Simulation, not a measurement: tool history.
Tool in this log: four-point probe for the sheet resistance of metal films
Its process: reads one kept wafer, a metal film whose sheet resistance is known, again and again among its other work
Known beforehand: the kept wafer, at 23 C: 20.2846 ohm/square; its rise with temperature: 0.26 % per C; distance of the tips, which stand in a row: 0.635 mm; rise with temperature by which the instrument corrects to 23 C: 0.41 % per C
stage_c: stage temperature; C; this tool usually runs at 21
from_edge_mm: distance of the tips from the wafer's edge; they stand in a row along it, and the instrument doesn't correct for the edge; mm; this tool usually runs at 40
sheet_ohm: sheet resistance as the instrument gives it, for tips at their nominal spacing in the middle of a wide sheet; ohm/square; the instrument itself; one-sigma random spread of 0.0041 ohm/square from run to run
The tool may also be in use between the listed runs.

Run 1, hour 0.0: usual settings. Result: sheet_ohm 20.323310 ohm/square.
Run 2, hour 12.5: usual settings but stage_c 30 C. Result: sheet_ohm 20.048293 ohm/square.
Run 3, hour 29.2: usual settings. Result: sheet_ohm 20.320280 ohm/square.
Run 4, hour 46.9: usual settings. Result: sheet_ohm 20.322869 ohm/square.
Run 5, hour 67.5: usual settings. Result: sheet_ohm 20.320980 ohm/square.
Run 6, hour 77.6: usual settings but from_edge_mm 6 mm. Result: sheet_ohm 20.438156 ohm/square.
Run 7, hour 97.1: usual settings but from_edge_mm 4 mm. Result: sheet_ohm 20.592138 ohm/square.
Run 8, hour 114.3: usual settings but stage_c 24 C. Result: sheet_ohm 20.227275 ohm/square.
Run 9, hour 133.0: usual settings but stage_c 24 C. Result: sheet_ohm 20.230562 ohm/square.
Run 10, hour 150.0: usual settings but stage_c 30 C. Result: sheet_ohm 20.058302 ohm/square.
Run 11, hour 170.4: usual settings but stage_c 30 C. Result: sheet_ohm 20.054294 ohm/square.
Run 12, hour 181.6: usual settings but stage_c 30 C. Result: sheet_ohm 20.052120 ohm/square.
Run 13, hour 200.4: usual settings. Result: sheet_ohm 20.326458 ohm/square.
Run 14, hour 212.6: usual settings. Result: sheet_ohm 20.327759 ohm/square.
At hour 214.1: stage's thermometer calibrated.
Run 15, hour 231.9: usual settings but from_edge_mm 7 mm. Result: sheet_ohm 20.419082 ohm/square.
Run 16, hour 250.7: usual settings but from_edge_mm 7 mm. Result: sheet_ohm 20.417142 ohm/square.
Run 17, hour 267.0: usual settings but from_edge_mm 7 mm. Result: sheet_ohm 20.421535 ohm/square.
At hour 272.9: stage's thermometer calibrated, once more.
Run 18, hour 287.3: usual settings but from_edge_mm 7 mm. Result: sheet_ohm 20.395926 ohm/square.
Run 19, hour 308.0: usual settings but stage_c 33 C, from_edge_mm 35 mm. Result: sheet_ohm 19.960852 ohm/square.
Run 20, hour 323.1: usual settings but stage_c 19 C, from_edge_mm 14 mm. Result: sheet_ohm 20.393793 ohm/square.
Run 21, hour 332.7: usual settings but stage_c 19 C, from_edge_mm 14 mm. Result: sheet_ohm 20.395150 ohm/square.
Run 22, hour 351.9: usual settings but stage_c 19 C, from_edge_mm 14 mm. Result: sheet_ohm 20.400657 ohm/square.
Run 23, hour 369.8: usual settings but stage_c 19 C, from_edge_mm 14 mm. Result: sheet_ohm 20.393195 ohm/square.
Run 24, hour 384.9: usual settings but stage_c 22 C, from_edge_mm 28 mm. Result: sheet_ohm 20.288201 ohm/square.
Run 25, hour 405.2: usual settings but stage_c 22 C, from_edge_mm 28 mm. Result: sheet_ohm 20.285611 ohm/square.
Run 26, hour 422.1: usual settings but stage_c 22 C, from_edge_mm 28 mm. Result: sheet_ohm 20.283743 ohm/square.
Run 27, hour 440.7: usual settings but stage_c 20 C, from_edge_mm 28 mm. Result: sheet_ohm 20.352322 ohm/square.
Run 28, hour 450.4: usual settings but stage_c 20 C, from_edge_mm 28 mm. Result: sheet_ohm 20.349405 ohm/square.
Run 29, hour 461.2: usual settings but stage_c 19 C, from_edge_mm 12 mm. Result: sheet_ohm 20.401264 ohm/square.
Run 30, hour 479.4: usual settings but stage_c 19 C, from_edge_mm 12 mm. Result: sheet_ohm 20.411818 ohm/square.
Run 31, hour 491.2: usual settings but stage_c 19 C, from_edge_mm 14 mm. Result: sheet_ohm 20.400028 ohm/square.
Run 32, hour 503.9: usual settings but stage_c 19 C, from_edge_mm 14 mm. Result: sheet_ohm 20.393215 ohm/square.
Run 33, hour 523.7: usual settings but stage_c 19 C, from_edge_mm 14 mm. Result: sheet_ohm 20.400318 ohm/square.
Run 34, hour 543.4: usual settings but stage_c 26 C, from_edge_mm 22 mm. Result: sheet_ohm 20.172383 ohm/square.
Run 35, hour 559.1: usual settings but from_edge_mm 10 mm. Result: sheet_ohm 20.367513 ohm/square.
Run 36, hour 579.5: usual settings but from_edge_mm 10 mm. Result: sheet_ohm 20.366455 ohm/square.

Measured result minus the same run's result without the hidden state. Both carry the same run-to-run variation, though not necessarily the same gauge scatter:
Hidden state present: inner tips' distance over the nominal, %; tips' flats over new ones', %; wafer's true temperature over the reading, C; drift of the gauge itself on sheet_ohm, %.
run  sheet_ohm
  1  -0.030532
  2  -0.029950
  3  -0.029523
  4  -0.028845
  5  -0.028051
  6  -0.027803
  7  -0.027295
  8  -0.026307
  9  -0.025584
 10  -0.024923
 11  -0.024158
 12  -0.023737
 13  -0.023037
 14  -0.022550
 15  -0.018981
 16  -0.018273
 17  -0.017626
 18  -0.038519
 19  -0.036851
 20  -0.037202
 21  -0.036805
 22  -0.036111
 23  -0.035444
 24  -0.034733
 25  -0.033890
 26  -0.033293
 27  -0.032737
 28  -0.032357
 29  -0.032028
 30  -0.031354
 31  -0.030919
 32  -0.030393
 33  -0.029663
 34  -0.028565
 35  -0.028301
 36  -0.027564

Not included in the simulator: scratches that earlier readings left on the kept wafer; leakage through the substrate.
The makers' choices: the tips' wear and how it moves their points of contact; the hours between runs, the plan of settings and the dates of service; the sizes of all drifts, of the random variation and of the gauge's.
